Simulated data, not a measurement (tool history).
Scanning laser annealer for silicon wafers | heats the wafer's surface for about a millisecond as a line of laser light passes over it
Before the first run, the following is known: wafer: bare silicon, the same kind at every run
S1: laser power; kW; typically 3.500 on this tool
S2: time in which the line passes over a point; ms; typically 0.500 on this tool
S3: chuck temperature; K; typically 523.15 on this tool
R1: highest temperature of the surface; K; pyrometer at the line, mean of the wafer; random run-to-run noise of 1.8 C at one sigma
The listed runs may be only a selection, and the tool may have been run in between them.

run 1 hour=0.0 | S1=3.500 S2=0.500 S3=523.15 | R1=1277.15
run 2 hour=39.8 | S1=3.500 S2=0.500 S3=523.15 | R1=1277.15
run 3 hour=71.5 | S1=3.500 S2=0.500 S3=523.15 | R1=1275.15
run 4 hour=97.2 | S1=3.734 S2=0.500 S3=523.15 | R1=1326.15
run 5 hour=135.3 | S1=3.500 S2=0.500 S3=523.15 | R1=1271.15
-- hour=143.9 optics aligned, line set to its width
run 6 hour=194.6 | S1=3.500 S2=0.500 S3=523.15 | R1=1263.15
-- hour=248.6 optics aligned, line set to its width, once more
run 7 hour=248.8 | S1=3.500 S2=0.420 S3=523.15 | R1=1201.15
run 8 hour=290.2 | S1=3.229 S2=0.500 S3=523.15 | R1=1213.15
run 9 hour=335.7 | S1=3.591 S2=0.533 S3=501.15 | R1=1292.15
run 10 hour=375.8 | S1=3.830 S2=0.419 S3=500.15 | R1=1237.15
run 11 hour=418.3 | S1=2.995 S2=0.443 S3=556.15 | R1=1146.15
run 12 hour=455.8 | S1=2.995 S2=0.443 S3=556.15 | R1=1148.15
run 13 hour=498.2 | S1=3.500 S2=0.485 S3=546.15 | R1=1272.15
run 14 hour=540.2 | S1=3.449 S2=0.521 S3=504.15 | R1=1243.15
run 15 hour=572.9 | S1=3.449 S2=0.521 S3=504.15 | R1=1245.15

Consider 4 possible next runs. They are alternatives, not a sequence: every one starts from the tool as it was left by run 15. What does each give?
run A hour=602.0 | S1=3.500 S2=0.558 S3=523.15 | R1=?
run B hour=602.0 | S1=3.217 S2=0.476 S3=512.15 | R1=?
run C hour=602.0 | S1=3.526 S2=0.401 S3=538.15 | R1=?
run D hour=602.0 | S1=3.500 S2=0.380 S3=523.15 | R1=?

run=A R1=1304.15
run=B R1=1166.15
run=C R1=1194.15
run=D R1=1151.15
Take away the tool's hidden state, keep each run's random variation, and the runs would have read:
run=A R1=1355.15
run=B R1=1209.15
run=C R1=1237.15
run=D R1=1192.15
